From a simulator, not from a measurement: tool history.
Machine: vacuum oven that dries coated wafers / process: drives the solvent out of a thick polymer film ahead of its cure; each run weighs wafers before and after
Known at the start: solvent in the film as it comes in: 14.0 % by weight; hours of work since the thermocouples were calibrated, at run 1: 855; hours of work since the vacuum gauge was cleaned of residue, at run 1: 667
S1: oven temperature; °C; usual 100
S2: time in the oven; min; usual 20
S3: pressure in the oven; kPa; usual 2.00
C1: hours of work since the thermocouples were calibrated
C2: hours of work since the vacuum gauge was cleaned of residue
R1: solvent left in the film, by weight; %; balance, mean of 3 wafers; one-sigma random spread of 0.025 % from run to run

Run 1, hour 0.0: usual settings; C1 855; C2 667. Result: R1 2.13 %.
Run 2, hour 27.6: usual settings; C1 874; C2 686. Result: R1 2.18 %.
Run 3, hour 56.9: usual settings; C1 894; C2 705. Result: R1 2.12 %.
Run 4, hour 79.9: usual settings; C1 909; C2 721. Result: R1 2.11 %.
Run 5, hour 104.0: usual settings but S3 1.73 kPa; C1 925; C2 737. Result: R1 1.98 %.
Run 6, hour 128.2: usual settings but S3 1.31 kPa; C1 942; C2 753. Result: R1 1.73 %.
Run 7, hour 140.9: usual settings but S2 24 min; C1 950; C2 762. Result: R1 1.84 %.
Run 8, hour 164.5: usual settings but S2 24 min; C1 966; C2 778. Result: R1 1.83 %.
Run 9, hour 187.0: usual settings but S2 24 min; C1 981; C2 793. Result: R1 1.86 %.
Run 10, hour 208.7: usual settings; C1 996; C2 808. Result: R1 2.09 %.
Run 11, hour 236.2: usual settings; C1 1014; C2 826. Result: R1 2.15 %.
Run 12, hour 250.8: usual settings; C1 1024; C2 836. Result: R1 2.15 %.
Run 13, hour 270.2: usual settings; C1 1037; C2 849. Result: R1 2.16 %.
At hour 274.2: vacuum gauge cleaned of residue and calibrated.
Run 14, hour 291.2: usual settings; C1 1050; C2 11. Result: R1 2.18 %.
Run 15, hour 314.3: usual settings but S1 102 °C, S2 15 min, S3 1.43 kPa; C1 1066; C2 27. Result: R1 2.16 %.
Run 16, hour 331.7: usual settings but S1 102 °C, S2 15 min, S3 1.43 kPa; C1 1078; C2 39. Result: R1 2.11 %.
Run 17, hour 355.3: usual settings but S1 102 °C, S3 7.16 kPa; C1 1094; C2 55. Result: R1 4.77 %.
Run 18, hour 383.6: usual settings but S2 17 min, S3 7.34 kPa; C1 1113; C2 74. Result: R1 5.63 %.
Run 19, hour 399.4: usual settings but S2 17 min, S3 7.34 kPa; C1 1123; C2 84. Result: R1 5.56 %.
Run 20, hour 418.9: usual settings but S1 89 °C, S2 24 min, S3 4.39 kPa; C1 1136; C2 98. Result: R1 5.87 %.
Run 21, hour 433.4: usual settings but S1 106 °C, S2 13 min, S3 7.88 kPa; C1 1146; C2 107. Result: R1 4.92 %.

What if the next run were any one of these 5? Each begins from the tool's condition after run 21:
At hour 436.4: vacuum gauge cleaned of residue and calibrated, once more.
Run A, hour 458.9: usual settings but S1 114 °C, S2 11 min, S3 1.66 kPa; C1 1162; C2 15. Result: R1 ?.
At hour 436.4: vacuum gauge cleaned of residue and calibrated, once more.
Run B, hour 458.9: usual settings but S1 88 °C, S2 25 min, S3 2.75 kPa; C1 1162; C2 15. Result: R1 ?.
At hour 436.4: vacuum gauge cleaned of residue and calibrated, once more.
Run C, hour 458.9: usual settings but S1 106 °C, S2 18 min, S3 7.88 kPa; C1 1162; C2 15. Result: R1 ?.
At hour 436.4: vacuum gauge cleaned of residue and calibrated, once more.
Run D, hour 458.9: usual settings but S1 102 °C, S2 13 min, S3 3.51 kPa; C1 1162; C2 15. Result: R1 ?.
At hour 436.4: vacuum gauge cleaned of residue and calibrated, once more.
Run E, hour 458.9: usual settings but S1 99 °C, S2 13 min, S3 1.95 kPa; C1 1162; C2 15. Result: R1 ?.

run    R1
  A  1.10
  B  4.42
  C  4.38
  D  3.42
  E  3.24
What these runs would have given with no unlogged condition in the tool:
run    R1
  A  1.26
  B  4.81
  C  4.67
  D  3.74
  E  3.57
